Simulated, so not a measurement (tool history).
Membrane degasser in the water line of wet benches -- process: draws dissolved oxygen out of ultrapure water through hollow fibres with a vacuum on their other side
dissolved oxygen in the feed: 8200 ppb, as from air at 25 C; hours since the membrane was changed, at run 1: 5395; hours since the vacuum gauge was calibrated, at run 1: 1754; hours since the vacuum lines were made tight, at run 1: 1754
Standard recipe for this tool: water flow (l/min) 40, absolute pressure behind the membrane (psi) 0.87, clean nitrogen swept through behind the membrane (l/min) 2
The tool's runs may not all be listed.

run,hour,water flow (l/min),absolute pressure behind the membrane (psi),clean nitrogen swept through behind the membrane (l/min),hours since the membrane was changed,hours since the vacuum gauge was calibrated,hours since the vacuum lines were made tight,dissolved oxygen in the water behind the degasser (ppb),pressure that the water loses in the fibres (psi)
1,0,40,0.87,2,5395,1754,1754,190.4,7.905
2,161.1,40,0.573,2,5556,1915,1915,99.7,7.91
3,308.6,40,0.87,2,5704,2063,2063,188.4,7.851
4,434.2,40,0.87,2,5829,2189,2189,191.4,7.952
5,571.6,34,0.87,2,5967,2326,2326,154.5,6.721
6,653.7,34,0.87,2,6049,2408,2408,161.6,6.72
7,810.1,40,0.87,2,6205,2565,2565,194.5,7.977
8,932.3,40,0.87,2,6327,2687,2687,191.3,7.929
9,1095.4,40,0.87,2,6490,2850,2850,197.6,7.915
10,1198.6,57,0.917,2,6594,2953,2953,312.2,11.298
11,1319.4,40,0.624,2.25,6714,3074,3074,113.8,7.984
12,1458.5,40,0.624,2.25,6853,3213,3213,115.8,7.954
13,1530.2,40,0.624,2.25,6925,3285,3285,117.9,7.971
14,1635.6,47,1.247,1.68,7031,3390,3390,407.6,9.329
15,1715.4,37,0.55,1.55,7110,3470,3470,101,7.366
16,1835.8,36,0.87,2,7231,3590,3590,176.8,7.2
17,1982.8,36,1.88,2,7378,3737,3737,439.2,7.161
18,2064.9,40,0.656,2,7460,3819,3819,132.9,8.01

Predict each of these 3 candidate next runs independently; none follows another, all start after run 18:
A,2204.1,40,0.656,0.93,7599,3959,3959,?,?
B,2204.1,33,1.085,4.84,7599,3959,3959,?,?
C,2204.1,35,1.307,0.88,7599,3959,3959,?,?

run,dissolved oxygen in the water behind the degasser (ppb),pressure that the water loses in the fibres (psi)
A,203.8,7.983
B,116.6,6.606
C,508,6.984
With the hidden condition removed and each run's random variation left untouched, the same runs would have given:
run,dissolved oxygen in the water behind the degasser (ppb),pressure that the water loses in the fibres (psi)
A,159.7,7.622
B,100.7,6.309
C,471.1,6.666
